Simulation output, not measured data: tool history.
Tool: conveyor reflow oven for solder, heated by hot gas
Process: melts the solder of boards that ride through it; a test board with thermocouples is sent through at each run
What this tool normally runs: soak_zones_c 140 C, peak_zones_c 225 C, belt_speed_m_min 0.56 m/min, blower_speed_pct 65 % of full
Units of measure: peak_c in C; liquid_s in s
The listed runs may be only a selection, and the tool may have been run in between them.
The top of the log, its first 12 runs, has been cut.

Run 13, hour 142.6: usual settings. Result: peak_c 211 C, liquid_s 52.1 s.
Run 14, hour 151.7: usual settings but belt_speed_m_min 0.597 m/min. Result: peak_c 208.6 C, liquid_s 46.4 s.
Run 15, hour 161.3: usual settings. Result: peak_c 211.2 C, liquid_s 52 s.
At hour 172.8: flux residue cleaned out of gas plates and filters.
Run 16, hour 183: usual settings. Result: peak_c 210.6 C, liquid_s 51.9 s.
Run 17, hour 199.2: usual settings but soak_zones_c 152 C, peak_zones_c 233 C, blower_speed_pct 58 % of full. Result: peak_c 218.2 C, liquid_s 62.4 s.
Run 18, hour 206.5: usual settings but soak_zones_c 144 C. Result: peak_c 211.3 C, liquid_s 54.3 s.
Run 19, hour 224.2: usual settings but soak_zones_c 151 C, peak_zones_c 216 C. Result: peak_c 204.8 C, liquid_s 51.3 s.
Run 20, hour 240.1: usual settings but soak_zones_c 144 C, peak_zones_c 218 C, belt_speed_m_min 0.545 m/min, blower_speed_pct 66 % of full. Result: peak_c 206 C, liquid_s 51.6 s.
Run 21, hour 255: usual settings but soak_zones_c 143 C, peak_zones_c 238 C, belt_speed_m_min 0.604 m/min, blower_speed_pct 86 % of full. Result: peak_c 224.1 C, liquid_s 58.5 s.
Run 22, hour 268.8: usual settings but soak_zones_c 143 C, peak_zones_c 238 C, belt_speed_m_min 0.604 m/min, blower_speed_pct 86 % of full. Result: peak_c 224.2 C, liquid_s 58.8 s.
Run 23, hour 279: usual settings but soak_zones_c 148 C, belt_speed_m_min 0.601 m/min, blower_speed_pct 52 % of full. Result: peak_c 207.2 C, liquid_s 46.6 s.
Run 24, hour 286.6: usual settings but soak_zones_c 148 C, belt_speed_m_min 0.601 m/min, blower_speed_pct 52 % of full. Result: peak_c 207.6 C, liquid_s 47 s.
Run 25, hour 302: usual settings but soak_zones_c 143 C, peak_zones_c 215 C, belt_speed_m_min 0.574 m/min, blower_speed_pct 78 % of full. Result: peak_c 203.7 C, liquid_s 45.8 s.
Run 26, hour 320.1: usual settings but soak_zones_c 138 C, peak_zones_c 237 C, belt_speed_m_min 0.608 m/min, blower_speed_pct 86 % of full. Result: peak_c 222.1 C, liquid_s 55.1 s.
Run 27, hour 335.9: usual settings but soak_zones_c 127 C, peak_zones_c 237 C, belt_speed_m_min 0.456 m/min, blower_speed_pct 86 % of full. Result: peak_c 228.8 C, liquid_s 76.1 s.
Run 28, hour 346.3: usual settings but soak_zones_c 127 C, peak_zones_c 237 C, belt_speed_m_min 0.456 m/min, blower_speed_pct 86 % of full. Result: peak_c 228.8 C, liquid_s 76.3 s.
Run 29, hour 355.4: usual settings but soak_zones_c 154 C, peak_zones_c 235 C, belt_speed_m_min 0.51 m/min, blower_speed_pct 84 % of full. Result: peak_c 226.6 C, liquid_s 75.7 s.
Run 30, hour 366.9: usual settings but soak_zones_c 125 C, peak_zones_c 222 C, belt_speed_m_min 0.51 m/min, blower_speed_pct 84 % of full. Result: peak_c 211.5 C, liquid_s 54.8 s.
Run 31, hour 381.8: usual settings but soak_zones_c 125 C, peak_zones_c 222 C, belt_speed_m_min 0.51 m/min, blower_speed_pct 84 % of full. Result: peak_c 211.6 C, liquid_s 54.8 s.
Run 32, hour 399.7: usual settings but soak_zones_c 125 C, peak_zones_c 222 C, belt_speed_m_min 0.525 m/min, blower_speed_pct 60 % of full. Result: peak_c 206.4 C, liquid_s 46.1 s.

Alternative continuations, all from the tool just after run 32; predict every row:
Run A, hour 408.8: usual settings but soak_zones_c 125 C, peak_zones_c 222 C, belt_speed_m_min 0.611 m/min, blower_speed_pct 68 % of full. Result: peak_c ?, liquid_s ?.
Run B, hour 408.8: usual settings but soak_zones_c 155 C, peak_zones_c 224 C, belt_speed_m_min 0.525 m/min, blower_speed_pct 76 % of full. Result: peak_c ?, liquid_s ?.
Run C, hour 408.8: usual settings but soak_zones_c 125 C, peak_zones_c 222 C, belt_speed_m_min 0.589 m/min, blower_speed_pct 60 % of full. Result: peak_c ?, liquid_s ?.

run  peak_c  liquid_s
  A   203.5      35.3
  B   215.2        67
  C   202.8        36
The same runs, with their run-to-run variation unchanged, on a tool lacking any hidden condition would have given:
run  peak_c  liquid_s
  A   203.5      35.4
  B   215.2        67
  C   202.9      36.1
